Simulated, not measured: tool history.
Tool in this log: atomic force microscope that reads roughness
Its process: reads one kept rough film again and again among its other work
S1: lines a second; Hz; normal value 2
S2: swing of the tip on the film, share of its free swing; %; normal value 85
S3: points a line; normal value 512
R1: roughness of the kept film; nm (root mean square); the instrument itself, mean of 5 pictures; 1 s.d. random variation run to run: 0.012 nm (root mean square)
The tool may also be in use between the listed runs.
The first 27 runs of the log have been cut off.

run 28 hour=430.6 | S1=3.08 S2=55 S3=851 | R1=3.018
run 29 hour=449.4 | S1=0.57 S2=55 S3=851 | R1=3.067
run 30 hour=459.4 | S1=0.52 S2=64 S3=851 | R1=3.054
run 31 hour=479.8 | S1=0.52 S2=64 S3=851 | R1=3.021
run 32 hour=499.6 | S1=0.52 S2=64 S3=851 | R1=2.943
-- hour=514.1 new tip fitted
run 33 hour=521.7 | S1=0.52 S2=64 S3=851 | R1=3.2
run 34 hour=532.6 | S1=0.52 S2=64 S3=851 | R1=3.143
run 35 hour=546.2 | S1=0.52 S2=64 S3=851 | R1=3.145
run 36 hour=565.7 | S1=0.52 S2=64 S3=851 | R1=3.098
run 37 hour=577.5 | S1=0.52 S2=64 S3=386 | R1=3.077
run 38 hour=595.2 | S1=0.52 S2=64 S3=386 | R1=3.033
run 39 hour=605.8 | S1=1.19 S2=70 S3=348 | R1=2.891
run 40 hour=626.2 | S1=1.19 S2=56 S3=348 | R1=2.958
-- hour=648.1 new tip fitted
run 41 hour=648.1 | S1=0.98 S2=85 S3=512 | R1=3.01
run 42 hour=663.2 | S1=3.71 S2=62 S3=594 | R1=2.972
run 43 hour=678.2 | S1=3.71 S2=62 S3=594 | R1=2.927
run 44 hour=695.1 | S1=3.71 S2=62 S3=594 | R1=2.898
run 45 hour=713.4 | S1=3.71 S2=83 S3=405 | R1=2.46
run 46 hour=728.7 | S1=3.71 S2=83 S3=405 | R1=2.413
run 47 hour=738.5 | S1=2 S2=70 S3=322 | R1=2.823
run 48 hour=759.8 | S1=0.65 S2=58 S3=845 | R1=2.964
run 49 hour=775.1 | S1=2 S2=85 S3=334 | R1=2.545
-- hour=782 new tip fitted
run 50 hour=794.3 | S1=1.01 S2=88 S3=334 | R1=2.93

Each row is a separate what-if for the run after 50, all from the same tool condition, not one after another. Results?
run A hour=806.2 | S1=3.22 S2=80 S3=539 | R1=?
run B hour=806.2 | S1=1.01 S2=60 S3=560 | R1=?
run C hour=806.2 | S1=2 S2=80 S3=317 | R1=?
run D hour=806.2 | S1=3.89 S2=60 S3=466 | R1=?
run E hour=806.2 | S1=3.1 S2=88 S3=653 | R1=?

run=A R1=2.649
run=B R1=3.099
run=C R1=2.798
run=D R1=2.94
run=E R1=2.463
Without the tool's unlogged condition, the same runs would have read:
run=A R1=2.723
run=B R1=3.186
run=C R1=2.876
run=D R1=3.022
run=E R1=2.532

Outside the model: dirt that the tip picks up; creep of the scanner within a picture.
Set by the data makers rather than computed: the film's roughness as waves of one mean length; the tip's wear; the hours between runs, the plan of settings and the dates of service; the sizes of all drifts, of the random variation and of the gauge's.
